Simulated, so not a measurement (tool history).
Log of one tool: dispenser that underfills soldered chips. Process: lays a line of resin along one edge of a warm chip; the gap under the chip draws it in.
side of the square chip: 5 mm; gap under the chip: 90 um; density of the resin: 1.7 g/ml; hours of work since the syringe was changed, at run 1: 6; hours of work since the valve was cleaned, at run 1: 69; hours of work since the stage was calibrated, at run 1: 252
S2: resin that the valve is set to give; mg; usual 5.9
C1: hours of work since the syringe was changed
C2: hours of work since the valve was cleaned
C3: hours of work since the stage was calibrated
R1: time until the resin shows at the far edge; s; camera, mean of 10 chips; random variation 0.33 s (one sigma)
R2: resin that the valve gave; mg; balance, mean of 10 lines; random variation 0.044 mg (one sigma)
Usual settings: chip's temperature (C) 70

run 1 day=0 | chip's_temperature_(C)=70 S2=5.9 | C1=6 C2=69 C3=252 | R1=18.4 R2=5.74
-- day=0.067 new syringe of resin
run 2 day=0.342 | chip's_temperature_(C)=70 S2=5.9 | C1=5 C2=74 C3=257 | R1=16.9 R2=5.78
-- day=0.496 new syringe of resin
run 3 day=0.733 | chip's_temperature_(C)=70 S2=5.9 | C1=4 C2=81 C3=264 | R1=15.9 R2=5.81
-- day=0.904 new syringe of resin
run 4 day=0.921 | chip's_temperature_(C)=70 S2=5.9 | C1=0 C2=84 C3=267 | R1=13.2 R2=5.8
run 5 day=1.092 | chip's_temperature_(C)=70 S2=5.9 | C1=3 C2=87 C3=269 | R1=15.2 R2=5.72
-- day=1.304 new syringe of resin
run 6 day=1.458 | chip's_temperature_(C)=70 S2=5.9 | C1=3 C2=93 C3=275 | R1=15.6 R2=5.71
-- day=1.712 new syringe of resin
run 7 day=1.875 | chip's_temperature_(C)=70 S2=5.62 | C1=3 C2=99 C3=282 | R1=15.1 R2=5.5
run 8 day=2.079 | chip's_temperature_(C)=70 S2=5.62 | C1=6 C2=103 C3=286 | R1=19.1 R2=5.44
-- day=2.133 new syringe of resin
run 9 day=2.267 | chip's_temperature_(C)=70 S2=5.62 | C1=2 C2=106 C3=289 | R1=14.9 R2=5.43
-- day=2.554 new syringe of resin
run 10 day=2.6 | chip's_temperature_(C)=70 S2=5.62 | C1=1 C2=111 C3=294 | R1=14.1 R2=5.46
run 11 day=2.917 | chip's_temperature_(C)=59 S2=5.9 | C1=6 C2=117 C3=299 | R1=31.8 R2=5.68
-- day=2.954 new syringe of resin
run 12 day=3.204 | chip's_temperature_(C)=59 S2=6 | C1=4 C2=121 C3=304 | R1=28.1 R2=5.79
-- day=3.371 new syringe of resin
run 13 day=3.538 | chip's_temperature_(C)=70 S2=5.9 | C1=3 C2=127 C3=309 | R1=15.9 R2=5.66
-- day=3.796 new syringe of resin
-- day=3.867 dispensing valve cleaned and set on the balance
run 14 day=3.992 | chip's_temperature_(C)=81 S2=5.9 | C1=3 C2=2 C3=316 | R1=9.8 R2=5.83
-- day=4.246 new syringe of resin
run 15 day=4.333 | chip's_temperature_(C)=55 S2=5.12 | C1=1 C2=8 C3=322 | R1=31.6 R2=5.02
-- day=4.65 new syringe of resin
run 16 day=4.662 | chip's_temperature_(C)=63 S2=5.85 | C1=0 C2=13 C3=327 | R1=18.1 R2=5.79
run 17 day=4.917 | chip's_temperature_(C)=60 S2=5.8 | C1=5 C2=17 C3=331 | R1=27.8 R2=5.74
-- day=5.054 new syringe of resin
run 18 day=5.221 | chip's_temperature_(C)=63 S2=6.44 | C1=3 C2=22 C3=336 | R1=21.4 R2=6.43
-- day=5.467 new syringe of resin
run 19 day=5.646 | chip's_temperature_(C)=72 S2=5.76 | C1=3 C2=29 C3=343 | R1=14.4 R2=5.72
run 20 day=5.829 | chip's_temperature_(C)=72 S2=5.76 | C1=6 C2=32 C3=346 | R1=17.3 R2=5.69
-- day=5.871 new syringe of resin
run 21 day=6.05 | chip's_temperature_(C)=77 S2=7.21 | C1=3 C2=36 C3=350 | R1=11.6 R2=7.11
-- day=6.279 new syringe of resin
run 22 day=6.421 | chip's_temperature_(C)=61 S2=7.29 | C1=2 C2=42 C3=356 | R1=23.3 R2=7.17
-- day=6.679 new syringe of resin
run 23 day=6.738 | chip's_temperature_(C)=67 S2=6.05 | C1=1 C2=47 C3=361 | R1=16.7 R2=5.91
run 24 day=6.912 | chip's_temperature_(C)=70 S2=7.68 | C1=4 C2=50 C3=364 | R1=16.1 R2=7.46
-- day=7.092 new syringe of resin
run 25 day=7.142 | chip's_temperature_(C)=60 S2=5.89 | C1=1 C2=53 C3=367 | R1=23.3 R2=5.69
run 26 day=7.396 | chip's_temperature_(C)=82 S2=5.34 | C1=5 C2=58 C3=372 | R1=9.9 R2=5.21
-- day=7.512 new syringe of resin
run 27 day=7.742 | chip's_temperature_(C)=82 S2=5.34 | C1=4 C2=63 C3=377 | R1=10.2 R2=5.19

4 ways to go on from here, each from the tool as it stands after run 27. What would each give?
-- day=7.912 new syringe of resin
run A day=7.95 | chip's_temperature_(C)=81 S2=7.12 | C1=1 C2=67 C3=381 | R1=? R2=?
-- day=7.912 new syringe of resin
run B day=7.95 | chip's_temperature_(C)=56 S2=5.82 | C1=1 C2=67 C3=381 | R1=? R2=?
-- day=7.912 new syringe of resin
run C day=7.95 | chip's_temperature_(C)=80 S2=5.67 | C1=1 C2=67 C3=381 | R1=? R2=?
-- day=7.912 new syringe of resin
run D day=7.95 | chip's_temperature_(C)=63 S2=6.42 | C1=1 C2=67 C3=381 | R1=? R2=?

run=A R1=9.1 R2=6.91
run=B R1=27.7 R2=5.68
run=C R1=8.9 R2=5.53
run=D R1=19.7 R2=6.36
Without the tool's hidden state the same runs would have given:
run=A R1=8.3 R2=7.08
run=B R1=24.9 R2=5.82
run=C R1=8.1 R2=5.66
run=D R1=17.9 R2=6.51
